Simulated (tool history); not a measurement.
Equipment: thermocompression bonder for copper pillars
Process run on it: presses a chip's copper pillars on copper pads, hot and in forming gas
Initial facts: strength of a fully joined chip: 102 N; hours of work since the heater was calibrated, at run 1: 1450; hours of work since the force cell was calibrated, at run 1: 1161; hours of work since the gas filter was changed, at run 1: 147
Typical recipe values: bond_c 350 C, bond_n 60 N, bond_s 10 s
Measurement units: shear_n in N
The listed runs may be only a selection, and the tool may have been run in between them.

run	day	bond_c	bond_n	bond_s	hours of work since the heater was calibrated	hours of work since the force cell was calibrated	hours of work since the gas filter was changed	shear_n
1	0	350	60	10	1450	1161	147	34.9
2	1.35	350	60	10	1473	1184	170	34.6
3	2.121	350	42	10	1486	1197	184	28.7
4	3.612	342	60	10	1512	1222	209	31.4
5	4.654	342	60	10	1530	1240	227	31.3
6	6.438	342	60	10	1560	1270	257	30.6
# day 6.788: heater calibrated with a thermocouple chip
7	7.85	342	60	10	18	1293	279	33
8	8.604	342	60	10	31	1305	292	32.9
9	9.717	342	60	10	50	1324	311	32.5
10	10.729	342	60	10	67	1341	328	32.8
11	12.125	350	60	10	91	1365	352	35.6
12	13.158	350	60	10	108	1383	369	35
# day 14.45: forming gas filter changed
13	14.521	350	60	10	131	1405	1	37.9
14	15.842	350	60	10	153	1428	24	37.6
15	16.883	338	60	10	171	1446	41	32.5
16	18.425	338	53	10	197	1472	67	30.6
17	19.546	338	53	10	216	1491	87	29.9
18	21.312	369	76	10	246	1521	116	50.1
19	22.212	356	42	25	262	1536	132	46
20	24.025	356	42	25	292	1567	163	45.8
21	25.704	368	44	25	321	1595	191	51.2
22	26.642	326	57	24	337	1611	207	37.5
23	28.054	326	57	19	361	1635	231	34
24	29.812	339	57	20	391	1665	261	39.6
25	30.575	350	60	5	404	1678	274	26.5
26	31.533	350	55	18	420	1694	290	42.2
27	32.542	326	43	5	437	1711	307	16.3

Hidden condition of the tool, last listed run before each entry between runs versus first listed run after:
Between runs 6 and 7: heater calibrated with a thermocouple chip (day 6.788)
  true temperature of the bond over the reading, C: -6.2 -> -0.3; force that reaches the chip, % of what is set: 95.8 -> 95.7; oxide that the forming gas leaves, % of the face: 5.08 -> 5.46
  what was measured, less what the result would be without the hidden state, shear_n: -4.7 -> -2.7 N
Between runs 12 and 13: forming gas filter changed (day 14.45)
  true temperature of the bond over the reading, C: -0.7 -> -0.8; oxide that the forming gas leaves, % of the face: 7.02 -> 0.61
  what was measured, less what the result would be without the hidden state, shear_n: -3.7 -> -1.3 N
